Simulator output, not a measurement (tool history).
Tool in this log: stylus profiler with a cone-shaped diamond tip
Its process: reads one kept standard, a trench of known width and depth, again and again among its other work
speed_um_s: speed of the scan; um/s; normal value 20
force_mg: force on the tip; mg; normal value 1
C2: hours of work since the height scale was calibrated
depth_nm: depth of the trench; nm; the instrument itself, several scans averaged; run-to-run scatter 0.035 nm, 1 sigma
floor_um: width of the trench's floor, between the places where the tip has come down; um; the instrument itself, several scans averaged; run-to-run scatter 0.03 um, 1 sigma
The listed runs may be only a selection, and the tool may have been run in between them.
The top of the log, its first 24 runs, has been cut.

Run 25, hour 509.9: usual settings; scans with this tip 5295; C2 452. Result: depth_nm 100.56 nm, floor_um 28.38 um.
Run 26, hour 529.5: usual settings; scans with this tip 5408; C2 462. Result: depth_nm 100.52 nm, floor_um 28.4 um.
Run 27, hour 553.3: usual settings but speed_um_s 47 um/s, force_mg 0.6 mg; scans with this tip 5545; C2 473. Result: depth_nm 100.33 nm, floor_um 28.21 um.
Run 28, hour 569.7: usual settings but speed_um_s 47 um/s, force_mg 0.6 mg; scans with this tip 5639; C2 481. Result: depth_nm 100.37 nm, floor_um 28.21 um.
Run 29, hour 594.9: usual settings but speed_um_s 63 um/s, force_mg 0.65 mg; scans with this tip 5785; C2 494. Result: depth_nm 100.37 nm, floor_um 28.11 um.
Run 30, hour 621.5: usual settings but speed_um_s 40 um/s, force_mg 1.02 mg; scans with this tip 5938; C2 507. Result: depth_nm 100.49 nm, floor_um 28.24 um.
Run 31, hour 640.6: usual settings but speed_um_s 8 um/s, force_mg 0.37 mg; scans with this tip 6049; C2 516. Result: depth_nm 100.19 nm, floor_um 28.33 um.
At hour 643.7: height scale calibrated on a step standard.
Run 32, hour 658: usual settings but speed_um_s 8 um/s, force_mg 0.42 mg; scans with this tip 6146; C2 7. Result: depth_nm 100.09 nm, floor_um 28.39 um.
Run 33, hour 679.6: usual settings but speed_um_s 8 um/s, force_mg 0.42 mg; scans with this tip 6271; C2 18. Result: depth_nm 100.11 nm, floor_um 28.43 um.
Run 34, hour 693.5: usual settings but speed_um_s 15 um/s, force_mg 0.58 mg; scans with this tip 6351; C2 25. Result: depth_nm 100.17 nm, floor_um 28.3 um.
At hour 705.1: height scale calibrated on a step standard, once more.
Run 35, hour 716.9: usual settings but speed_um_s 15 um/s, force_mg 0.58 mg; scans with this tip 6483; C2 6. Result: depth_nm 100.52 nm, floor_um 28.37 um.
Run 36, hour 740: usual settings but speed_um_s 22 um/s, force_mg 1.89 mg; scans with this tip 6617; C2 17. Result: depth_nm 101.11 nm, floor_um 28.36 um.
Run 37, hour 756.2: usual settings but speed_um_s 22 um/s, force_mg 1.89 mg; scans with this tip 6710; C2 25. Result: depth_nm 101.12 nm, floor_um 28.33 um.
Run 38, hour 784.9: usual settings but speed_um_s 8 um/s, force_mg 0.45 mg; scans with this tip 6875; C2 39. Result: depth_nm 100.32 nm, floor_um 28.35 um.
Run 39, hour 796.9: usual settings but speed_um_s 13 um/s, force_mg 1.07 mg; scans with this tip 6945; C2 45. Result: depth_nm 100.69 nm, floor_um 28.34 um.
Run 40, hour 812.1: usual settings but speed_um_s 13 um/s, force_mg 0.61 mg; scans with this tip 7032; C2 53. Result: depth_nm 100.43 nm, floor_um 28.32 um.
Run 41, hour 834.8: usual settings but speed_um_s 13 um/s, force_mg 0.61 mg; scans with this tip 7164; C2 64. Result: depth_nm 100.57 nm, floor_um 28.34 um.
Run 42, hour 857.1: usual settings but speed_um_s 14 um/s, force_mg 1.63 mg; scans with this tip 7292; C2 75. Result: depth_nm 100.99 nm, floor_um 28.32 um.
Run 43, hour 872.6: usual settings but speed_um_s 61 um/s, force_mg 0.72 mg; scans with this tip 7382; C2 83. Result: depth_nm 100.54 nm, floor_um 28.1 um.
Run 44, hour 893.8: usual settings but speed_um_s 61 um/s, force_mg 0.72 mg; scans with this tip 7504; C2 93. Result: depth_nm 100.49 nm, floor_um 28.1 um.
Run 45, hour 908.4: usual settings but speed_um_s 61 um/s, force_mg 0.72 mg; scans with this tip 7588; C2 100. Result: depth_nm 100.52 nm, floor_um 28.03 um.
Run 46, hour 921.7: usual settings but speed_um_s 28 um/s, force_mg 2.91 mg; scans with this tip 7665; C2 107. Result: depth_nm 101.37 nm, floor_um 28.31 um.
Run 47, hour 938.5: usual settings but speed_um_s 60 um/s; scans with this tip 7762; C2 115. Result: depth_nm 100.75 nm, floor_um 28.13 um.

3 ways to go on from here, each from the tool as it stands after run 47. What would each give?
Run A, hour 962.3: usual settings but force_mg 1.85 mg; scans with this tip 7899; C2 127. Result: depth_nm ?, floor_um ?.
Run B, hour 962.3: usual settings but speed_um_s 30 um/s, force_mg 0.44 mg; scans with this tip 7899; C2 127. Result: depth_nm ?, floor_um ?.
Run C, hour 962.3: usual settings but speed_um_s 60 um/s, force_mg 0.44 mg; scans with this tip 7899; C2 127. Result: depth_nm ?, floor_um ?.

run  depth_nm  floor_um
  A    101.07     28.27
  B    100.37     28.18
  C     100.4     28.01
Had the tool no hidden state, the same runs would have come out as:
run  depth_nm  floor_um
  A    101.13      28.5
  B    100.44      28.4
  C    100.47     28.23

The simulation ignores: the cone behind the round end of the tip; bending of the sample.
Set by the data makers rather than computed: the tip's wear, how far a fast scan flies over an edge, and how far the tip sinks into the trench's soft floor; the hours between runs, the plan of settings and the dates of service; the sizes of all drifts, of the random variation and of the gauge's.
